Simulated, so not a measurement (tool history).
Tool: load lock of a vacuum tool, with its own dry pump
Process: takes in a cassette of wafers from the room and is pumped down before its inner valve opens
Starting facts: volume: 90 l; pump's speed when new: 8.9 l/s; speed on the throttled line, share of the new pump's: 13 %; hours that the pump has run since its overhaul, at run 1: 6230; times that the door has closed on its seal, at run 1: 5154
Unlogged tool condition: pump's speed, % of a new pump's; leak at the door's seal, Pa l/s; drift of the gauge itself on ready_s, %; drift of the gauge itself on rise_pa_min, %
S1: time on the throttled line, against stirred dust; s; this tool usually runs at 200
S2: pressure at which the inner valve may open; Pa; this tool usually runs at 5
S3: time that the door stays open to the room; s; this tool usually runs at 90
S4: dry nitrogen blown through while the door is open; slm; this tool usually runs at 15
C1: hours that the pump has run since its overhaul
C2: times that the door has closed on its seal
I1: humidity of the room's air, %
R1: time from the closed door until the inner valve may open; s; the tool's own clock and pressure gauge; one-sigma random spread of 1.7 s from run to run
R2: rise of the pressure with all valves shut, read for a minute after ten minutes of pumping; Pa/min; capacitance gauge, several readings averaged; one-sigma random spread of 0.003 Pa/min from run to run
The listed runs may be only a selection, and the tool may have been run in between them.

{"run": 1, "hour": 0.0, "S1": 200, "S2": 5, "S3": 90, "S4": 15, "C1": 6230, "C2": 5154, "I1": 45.1, "R1": 287.2, "R2": 0.033}
{"run": 2, "hour": 54.1, "S1": 200, "S2": 5, "S3": 90, "S4": 15, "C1": 6284, "C2": 5416, "I1": 42.2, "R1": 286.5, "R2": 0.034}
{"run": 3, "hour": 110.3, "S1": 200, "S2": 5, "S3": 90, "S4": 15, "C1": 6340, "C2": 5689, "I1": 44.6, "R1": 288.3, "R2": 0.033}
{"run": 4, "hour": 196.9, "S1": 200, "S2": 5, "S3": 90, "S4": 15, "C1": 6427, "C2": 6109, "I1": 44.8, "R1": 287.3, "R2": 0.036}
{"run": 5, "hour": 283.8, "S1": 200, "S2": 5, "S3": 90, "S4": 15, "C1": 6514, "C2": 6531, "I1": 47.6, "R1": 288.2, "R2": 0.036}
{"run": 6, "hour": 343.1, "S1": 200, "S2": 5, "S3": 90, "S4": 15, "C1": 6573, "C2": 6818, "I1": 47.8, "R1": 290.7, "R2": 0.04}
{"run": 7, "hour": 393.9, "S1": 200, "S2": 5, "S3": 90, "S4": 15, "C1": 6624, "C2": 7065, "I1": 48.9, "R1": 287.7, "R2": 0.041}
{"run": 8, "hour": 445.8, "S1": 249, "S2": 6, "S3": 112, "S4": 36, "C1": 6676, "C2": 7317, "I1": 44.2, "R1": 329.9, "R2": 0.038}
{"run": 9, "hour": 499.6, "S1": 142, "S2": 9, "S3": 112, "S4": 36, "C1": 6730, "C2": 7578, "I1": 44.5, "R1": 230.4, "R2": 0.031}
{"run": 10, "hour": 570.1, "S1": 142, "S2": 4, "S3": 229, "S4": 36, "C1": 6800, "C2": 7920, "I1": 45.7, "R1": 243.4, "R2": 0.041}
{"run": 11, "hour": 668.6, "S1": 142, "S2": 4, "S3": 229, "S4": 36, "C1": 6899, "C2": 8398, "I1": 45.9, "R1": 237.9, "R2": 0.05}

Hidden state or all else? Some run-to-run changes of R1, split into what the settings, what came in and random variation would give without the hidden state, and what is left for the hidden state (with any gauge scatter that isn't in both results):
Run 8 -> 9: S1 249 -> 142, S2 6 -> 9. R1 -99.5 s: hidden state +1.3, all else -100.8.
Run 9 -> 10: S2 9 -> 4, S3 112 -> 229. R1 +13 s: hidden state +1.7, all else +11.3.
